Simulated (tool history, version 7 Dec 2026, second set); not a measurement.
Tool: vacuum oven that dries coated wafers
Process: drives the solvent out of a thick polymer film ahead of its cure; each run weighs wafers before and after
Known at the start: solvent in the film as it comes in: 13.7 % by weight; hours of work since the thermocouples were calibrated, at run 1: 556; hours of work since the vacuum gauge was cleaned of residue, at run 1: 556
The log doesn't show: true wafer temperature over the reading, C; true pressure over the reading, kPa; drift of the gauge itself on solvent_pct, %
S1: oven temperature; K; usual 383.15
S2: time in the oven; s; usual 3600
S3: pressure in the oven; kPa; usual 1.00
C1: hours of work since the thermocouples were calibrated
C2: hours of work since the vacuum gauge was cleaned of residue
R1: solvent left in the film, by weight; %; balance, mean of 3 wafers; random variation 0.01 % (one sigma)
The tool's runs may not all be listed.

run,hour,S1,S2,S3,C1,C2,R1
1,0.0,383.15,3600,1.00,556,556,0.85
2,42.1,383.15,3600,1.00,584,584,0.84
3,95.8,383.15,2820,1.00,620,620,1.37
4,151.7,383.15,2820,1.00,657,657,1.38
5,228.8,383.15,3600,1.60,709,709,0.98
6,315.2,383.15,3600,1.60,766,766,0.98
7,379.9,383.15,3600,0.65,809,809,0.77
8,426.5,383.15,3600,0.65,840,840,0.76
9,512.3,383.15,3600,0.65,897,897,0.75
# hour 532.4: oven's thermocouples calibrated
10,590.4,383.15,3600,1.00,39,948,0.84
11,637.9,383.15,3600,1.00,70,980,0.84
12,710.5,383.15,3600,1.00,119,1028,0.84
13,776.1,383.15,3600,1.00,162,1072,0.85
14,870.7,383.15,3600,1.00,225,1135,0.84
15,969.4,378.15,3600,1.00,291,1201,1.24
16,1024.9,378.15,3600,1.00,328,1238,1.23
17,1114.5,378.15,3600,1.00,388,1297,1.24
18,1171.5,383.15,3600,1.00,426,1335,0.84
19,1270.0,383.15,3600,1.00,491,1401,0.85
20,1346.5,383.15,3600,1.00,542,1452,0.83
21,1418.5,394.15,3600,1.00,590,1500,0.35
22,1482.1,369.15,3600,2.93,633,1542,2.95
23,1559.5,378.15,2700,1.00,684,1594,2.04
24,1623.1,378.15,2700,1.00,727,1636,2.04
25,1710.8,378.15,2700,1.00,785,1695,2.05
26,1782.1,376.15,3060,2.59,833,1742,2.34
# hour 1829.2: vacuum gauge cleaned of residue and calibrated
27,1829.2,380.15,5280,0.97,863,0,0.50
# hour 1898.2: oven's thermocouples calibrated
28,1906.2,378.15,3720,2.66,5,50,1.62
29,2000.2,383.15,6000,1.00,68,113,0.33
30,2095.0,383.15,3300,1.12,131,176,1.02
31,2165.2,383.15,2220,1.32,178,223,2.13
32,2256.6,383.15,2220,1.32,239,283,2.15
33,2321.7,383.15,1860,0.60,282,327,2.58
34,2411.2,378.15,4440,0.58,342,386,0.72
35,2470.1,372.15,5400,1.00,381,426,0.93
36,2552.8,372.15,5400,1.00,436,481,0.95
37,2638.4,381.15,3600,3.66,493,538,1.67
38,2739.4,381.15,4080,0.62,560,605,0.67
39,2800.2,372.15,2340,1.00,601,646,3.37
40,2876.5,372.15,4200,1.00,652,696,1.46

Forecast each of these 4 alternatives for the next run:
A,2942.1,383.15,2460,1.00,696,740,?
B,2942.1,381.15,3300,2.35,696,740,?
C,2942.1,387.15,1860,0.79,696,740,?
D,2942.1,395.15,4680,1.00,696,740,?

run,R1
A,1.75
B,1.50
C,2.13
D,0.19
Without the tool's hidden state the same runs would have given:
run,R1
A,1.74
B,1.49
C,2.12
D,0.19
